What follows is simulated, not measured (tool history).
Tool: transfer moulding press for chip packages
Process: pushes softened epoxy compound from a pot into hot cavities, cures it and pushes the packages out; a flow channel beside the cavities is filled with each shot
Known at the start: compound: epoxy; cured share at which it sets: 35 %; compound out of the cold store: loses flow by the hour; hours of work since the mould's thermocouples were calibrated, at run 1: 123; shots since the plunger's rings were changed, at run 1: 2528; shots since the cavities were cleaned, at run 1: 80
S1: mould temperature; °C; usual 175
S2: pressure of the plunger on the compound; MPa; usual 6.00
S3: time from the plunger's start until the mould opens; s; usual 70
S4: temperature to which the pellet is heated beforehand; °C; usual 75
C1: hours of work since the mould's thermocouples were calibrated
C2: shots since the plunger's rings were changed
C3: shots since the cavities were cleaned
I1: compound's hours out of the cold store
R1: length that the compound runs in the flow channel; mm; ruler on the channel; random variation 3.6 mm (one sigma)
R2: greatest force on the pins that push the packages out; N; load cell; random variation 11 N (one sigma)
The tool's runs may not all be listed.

{"run": 1, "day": 0.0, "S1": 175, "S2": 6.0, "S3": 70, "S4": 75, "C1": 123, "C2": 2528, "C3": 80, "I1": 16.1, "R1": 791, "R2": 582}
{"day": 2.371, "done": "plunger's sealing rings changed"}
{"run": 2, "day": 2.792, "S1": 182, "S2": 6.0, "S3": 70, "S4": 75, "C1": 159, "C2": 155, "C3": 1070, "I1": 23.3, "R1": 763, "R2": 674}
{"day": 3.088, "done": "cavities cleaned with cleaning compound and waxed"}
{"run": 3, "day": 4.221, "S1": 182, "S2": 6.0, "S3": 70, "S4": 75, "C1": 178, "C2": 658, "C3": 417, "I1": 43.3, "R1": 704, "R2": 555}
{"day": 6.133, "done": "cavities cleaned with cleaning compound and waxed"}
{"run": 4, "day": 6.596, "S1": 182, "S2": 5.64, "S3": 70, "S4": 75, "C1": 209, "C2": 1510, "C3": 171, "I1": 29.7, "R1": 703, "R2": 475}
{"run": 5, "day": 7.938, "S1": 182, "S2": 5.64, "S3": 70, "S4": 75, "C1": 227, "C2": 2004, "C3": 665, "I1": 44.2, "R1": 672, "R2": 619}
{"day": 9.279, "done": "cavities cleaned with cleaning compound and waxed"}
{"run": 6, "day": 10.725, "S1": 182, "S2": 5.64, "S3": 70, "S4": 75, "C1": 264, "C2": 3008, "C3": 533, "I1": 42.0, "R1": 667, "R2": 604}
{"day": 11.917, "done": "plunger's sealing rings changed"}
{"day": 12.533, "done": "cavities cleaned with cleaning compound and waxed"}
{"run": 7, "day": 12.975, "S1": 182, "S2": 5.64, "S3": 70, "S4": 75, "C1": 292, "C2": 367, "C3": 163, "I1": 26.4, "R1": 727, "R2": 488}
{"run": 8, "day": 15.125, "S1": 175, "S2": 6.0, "S3": 70, "S4": 81, "C1": 321, "C2": 1158, "C3": 954, "I1": 27.3, "R1": 773, "R2": 934}
{"day": 15.642, "done": "cavities cleaned with cleaning compound and waxed"}
{"run": 9, "day": 16.329, "S1": 175, "S2": 6.0, "S3": 70, "S4": 75, "C1": 337, "C2": 1580, "C3": 254, "I1": 34.7, "R1": 749, "R2": 692}
{"run": 10, "day": 18.508, "S1": 175, "S2": 6.0, "S3": 70, "S4": 75, "C1": 366, "C2": 2381, "C3": 1055, "I1": 16.0, "R1": 793, "R2": 969}
{"day": 18.796, "done": "cavities cleaned with cleaning compound and waxed"}
{"run": 11, "day": 21.075, "S1": 175, "S2": 6.54, "S3": 70, "S4": 75, "C1": 400, "C2": 3305, "C3": 840, "I1": 34.4, "R1": 763, "R2": 880}
{"day": 21.392, "done": "plunger's sealing rings changed"}
{"day": 21.996, "done": "cavities cleaned with cleaning compound and waxed"}
{"run": 12, "day": 22.742, "S1": 175, "S2": 6.54, "S3": 70, "S4": 75, "C1": 421, "C2": 475, "C3": 276, "I1": 41.7, "R1": 765, "R2": 703}
{"day": 25.212, "done": "cavities cleaned with cleaning compound and waxed"}
{"run": 13, "day": 25.417, "S1": 183, "S2": 6.0, "S3": 70, "S4": 75, "C1": 456, "C2": 1436, "C3": 75, "I1": 9.0, "R1": 787, "R2": 419}
{"run": 14, "day": 26.879, "S1": 175, "S2": 6.0, "S3": 70, "S4": 75, "C1": 476, "C2": 1976, "C3": 615, "I1": 31.1, "R1": 752, "R2": 875}
{"day": 28.279, "done": "cavities cleaned with cleaning compound and waxed"}
{"run": 15, "day": 28.871, "S1": 175, "S2": 6.0, "S3": 70, "S4": 75, "C1": 502, "C2": 2685, "C3": 217, "I1": 45.6, "R1": 705, "R2": 662}
{"day": 29.108, "done": "mould's thermocouples calibrated"}
{"run": 16, "day": 30.383, "S1": 175, "S2": 6.0, "S3": 70, "S4": 75, "C1": 17, "C2": 3212, "C3": 744, "I1": 19.8, "R1": 781, "R2": 958}
{"day": 31.025, "done": "plunger's sealing rings changed"}
{"day": 31.558, "done": "cavities cleaned with cleaning compound and waxed"}
{"run": 17, "day": 32.708, "S1": 175, "S2": 5.13, "S3": 70, "S4": 76, "C1": 46, "C2": 596, "C3": 423, "I1": 20.7, "R1": 737, "R2": 864}
{"day": 34.692, "done": "cavities cleaned with cleaning compound and waxed"}
{"run": 18, "day": 34.708, "S1": 175, "S2": 5.13, "S3": 70, "S4": 76, "C1": 73, "C2": 1310, "C3": 6, "I1": 24.6, "R1": 729, "R2": 585}
{"run": 19, "day": 36.629, "S1": 179, "S2": 6.0, "S3": 104, "S4": 75, "C1": 99, "C2": 2018, "C3": 714, "I1": 19.7, "R1": 777, "R2": 610}
{"day": 37.758, "done": "cavities cleaned with cleaning compound and waxed"}
{"day": 38.442, "done": "mould's thermocouples calibrated, once more"}
{"run": 20, "day": 38.521, "S1": 175, "S2": 7.21, "S3": 70, "S4": 75, "C1": 1, "C2": 2661, "C3": 251, "I1": 23.5, "R1": 840, "R2": 668}
{"day": 40.538, "done": "plunger's sealing rings changed"}
{"run": 21, "day": 40.658, "S1": 175, "S2": 6.0, "S3": 76, "S4": 70, "C1": 29, "C2": 46, "C3": 1000, "I1": 12.9, "R1": 820, "R2": 811}
{"day": 41.104, "done": "cavities cleaned with cleaning compound and waxed"}
{"run": 22, "day": 42.35, "S1": 175, "S2": 7.25, "S3": 109, "S4": 70, "C1": 51, "C2": 646, "C3": 459, "I1": 21.0, "R1": 876, "R2": 558}
{"run": 23, "day": 43.588, "S1": 175, "S2": 7.25, "S3": 109, "S4": 70, "C1": 67, "C2": 1102, "C3": 915, "I1": 27.9, "R1": 845, "R2": 646}
{"day": 44.142, "done": "cavities cleaned with cleaning compound and waxed"}
{"run": 24, "day": 45.804, "S1": 175, "S2": 7.25, "S3": 109, "S4": 70, "C1": 97, "C2": 1895, "C3": 612, "I1": 17.1, "R1": 873, "R2": 574}
{"day": 47.292, "done": "cavities cleaned with cleaning compound and waxed"}
{"run": 25, "day": 48.171, "S1": 175, "S2": 7.25, "S3": 97, "S4": 80, "C1": 128, "C2": 2744, "C3": 323, "I1": 21.4, "R1": 850, "R2": 520}
{"run": 26, "day": 49.583, "S1": 175, "S2": 6.29, "S3": 70, "S4": 80, "C1": 147, "C2": 3264, "C3": 843, "I1": 8.2, "R1": 825, "R2": 902}
{"day": 50.133, "done": "plunger's sealing rings changed"}
{"day": 50.525, "done": "cavities cleaned with cleaning compound and waxed"}
{"run": 27, "day": 52.333, "S1": 175, "S2": 6.29, "S3": 70, "S4": 80, "C1": 182, "C2": 787, "C3": 666, "I1": 26.9, "R1": 794, "R2": 832}

Forecast each of these 3 alternatives for the next run:
{"day": 53.562, "done": "cavities cleaned with cleaning compound and waxed"}
{"run": "A", "day": 54.917, "S1": 172, "S2": 6.29, "S3": 70, "S4": 68, "C1": 216, "C2": 1717, "C3": 500, "I1": 10.3, "R1": "?", "R2": "?"}
{"day": 53.562, "done": "cavities cleaned with cleaning compound and waxed"}
{"run": "B", "day": 54.917, "S1": 171, "S2": 6.29, "S3": 75, "S4": 78, "C1": 216, "C2": 1717, "C3": 500, "I1": 19.9, "R1": "?", "R2": "?"}
{"day": 53.562, "done": "cavities cleaned with cleaning compound and waxed"}
{"run": "C", "day": 54.917, "S1": 175, "S2": 6.0, "S3": 70, "S4": 79, "C1": 216, "C2": 1717, "C3": 500, "I1": 39.1, "R1": "?", "R2": "?"}

run=A R1=858 R2=1101
run=B R1=830 R2=954
run=C R1=728 R2=780
Without the tool's hidden state the same runs would have given:
run=A R1=871 R2=658
run=B R1=843 R2=571
run=C R1=740 R2=472
